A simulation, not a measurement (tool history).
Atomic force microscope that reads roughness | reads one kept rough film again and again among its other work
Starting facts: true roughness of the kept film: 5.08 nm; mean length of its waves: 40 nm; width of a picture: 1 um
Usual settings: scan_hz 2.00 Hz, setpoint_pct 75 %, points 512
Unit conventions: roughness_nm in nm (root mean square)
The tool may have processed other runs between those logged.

run   hour  scan_hz  setpoint_pct  points  roughness_nm
  1    0.0     2.00            75     512         3.304
  2   10.6     2.00            75     512         3.230
      15.5  -- new tip fitted
  3   21.1     2.00            75     512         3.867
  4   32.1     2.00            75     512         3.793
  5   45.2     2.00            75     512         3.659
  6   54.1     2.00            75     605         3.566
  7   64.3     2.00            79     512         3.416
  8   72.4     2.00            79     512         3.340
  9   78.7     2.00            75     512         3.391
 10   84.7     2.00            65     512         3.502
 11   95.5     3.31            75     512         3.039
 12  106.9     3.31            75     512         2.986
 13  114.8     3.31            75     512         2.923
     121.9  -- new tip fitted
 14  128.9     2.00            75     332         3.889
 15  134.8     2.00            75     418         3.840
 16  144.9     2.00            75     418         3.779
 17  152.4     2.00            75     418         3.686
 18  162.3     0.59            75     512         3.942
 19  174.1     0.59            75     512         3.822
 20  186.2     0.59            75     512         3.744
 21  195.7     0.59            75     512         3.663
 22  207.7     2.00            75     512         3.305
 23  214.5     2.00            75     512         3.258
 24  225.2     2.00            75     512         3.193
     227.7  -- new tip fitted
 25  234.1     0.52            75     512         4.282
 26  241.5     2.33            60     428         4.091
 27  249.2     2.33            60     428         3.993
 28  256.9     2.33            60     428         3.902
 29  264.0     0.52            55     552         4.082
 30  273.1     0.52            55     552         3.967
 31  284.3     2.83            59     448         3.675
 32  295.3     2.17            59     821         3.619
 33  301.0     1.14            75     589         3.481
 34  312.1     1.14            68     330         3.493
 35  322.0     0.61            72     420         3.505
     333.4  -- new tip fitted
 36  334.0     0.60            65     673         4.362
 37  342.2     2.47            75     337         3.787
 38  355.2     2.00            75     271         3.735
 39  366.6     2.61            81     522         3.371
 40  378.7     2.61            81     522         3.269
 41  390.9     1.91            60     983         3.701
 42  400.9     0.54            60     983         3.722
 43  414.1     0.54            60    1005         3.664
 44  425.7     1.93            58     357         3.404
 45  432.1     1.93            69     804         3.270
     439.5  -- new tip fitted
 46  444.1     1.93            75     804         3.974
 47  451.8     1.93            75     804         3.864
 48  458.8     1.85            64     512         4.042
 49  468.0     1.85            64     512         3.954

Predict each of these 3 candidate next runs independently; none follows another, all start after run 49:
  A  476.3     3.25            57     699             ?
  B  476.3     3.05            81     512             ?
  C  476.3     0.75            63     626             ?

run  roughness_nm
  A         3.884
  B         3.267
  C         4.047
Without the tool's unlogged condition, the same runs would have read:
run  roughness_nm
  A         4.258
  B         3.582
  C         4.438
